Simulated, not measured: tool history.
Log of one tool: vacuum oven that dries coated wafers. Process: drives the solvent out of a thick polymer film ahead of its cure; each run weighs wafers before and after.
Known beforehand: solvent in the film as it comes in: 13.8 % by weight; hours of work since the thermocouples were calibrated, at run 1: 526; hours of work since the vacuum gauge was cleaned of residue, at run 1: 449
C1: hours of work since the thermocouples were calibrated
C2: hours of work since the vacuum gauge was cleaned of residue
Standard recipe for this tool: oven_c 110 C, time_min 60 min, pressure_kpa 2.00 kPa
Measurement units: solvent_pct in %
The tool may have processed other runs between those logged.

run 1 hour=0.0 | oven_c=110 time_min=60 pressure_kpa=2.00 | C1=526 C2=449 | solvent_pct=1.64
run 2 hour=68.4 | oven_c=110 time_min=60 pressure_kpa=2.00 | C1=566 C2=489 | solvent_pct=1.65
run 3 hour=122.5 | oven_c=110 time_min=60 pressure_kpa=2.00 | C1=597 C2=521 | solvent_pct=1.63
run 4 hour=189.9 | oven_c=110 time_min=93 pressure_kpa=2.00 | C1=637 C2=560 | solvent_pct=1.15
-- hour=195.4 vacuum gauge cleaned of residue and calibrated
-- hour=259.3 oven's thermocouples calibrated
run 5 hour=289.6 | oven_c=110 time_min=60 pressure_kpa=2.58 | C1=18 C2=54 | solvent_pct=1.78
run 6 hour=377.9 | oven_c=110 time_min=60 pressure_kpa=2.58 | C1=69 C2=105 | solvent_pct=1.78
run 7 hour=419.5 | oven_c=110 time_min=60 pressure_kpa=2.58 | C1=94 C2=130 | solvent_pct=1.89
-- hour=486.7 vacuum gauge cleaned of residue and calibrated, once more
run 8 hour=513.6 | oven_c=111 time_min=35 pressure_kpa=2.00 | C1=148 C2=16 | solvent_pct=2.83
run 9 hour=567.0 | oven_c=111 time_min=35 pressure_kpa=2.00 | C1=179 C2=47 | solvent_pct=2.79
run 10 hour=644.2 | oven_c=113 time_min=60 pressure_kpa=2.00 | C1=224 C2=92 | solvent_pct=1.26

5 options for the next run, each taken on its own from the tool as it stands now. Forecast them:
run A hour=707.2 | oven_c=99 time_min=60 pressure_kpa=2.00 | C1=261 C2=129 | solvent_pct=?
run B hour=707.2 | oven_c=110 time_min=100 pressure_kpa=5.38 | C1=261 C2=129 | solvent_pct=?
run C hour=707.2 | oven_c=113 time_min=63 pressure_kpa=4.26 | C1=261 C2=129 | solvent_pct=?
run D hour=707.2 | oven_c=124 time_min=63 pressure_kpa=2.44 | C1=261 C2=129 | solvent_pct=?
run E hour=707.2 | oven_c=109 time_min=60 pressure_kpa=6.97 | C1=261 C2=129 | solvent_pct=?

run=A solvent_pct=3.16
run=B solvent_pct=2.64
run=C solvent_pct=2.15
run=D solvent_pct=0.73
run=E solvent_pct=3.87
Had the tool no hidden state, the same runs would have come out as:
run=A solvent_pct=3.12
run=B solvent_pct=2.61
run=C solvent_pct=2.12
run=D solvent_pct=0.72
run=E solvent_pct=3.83

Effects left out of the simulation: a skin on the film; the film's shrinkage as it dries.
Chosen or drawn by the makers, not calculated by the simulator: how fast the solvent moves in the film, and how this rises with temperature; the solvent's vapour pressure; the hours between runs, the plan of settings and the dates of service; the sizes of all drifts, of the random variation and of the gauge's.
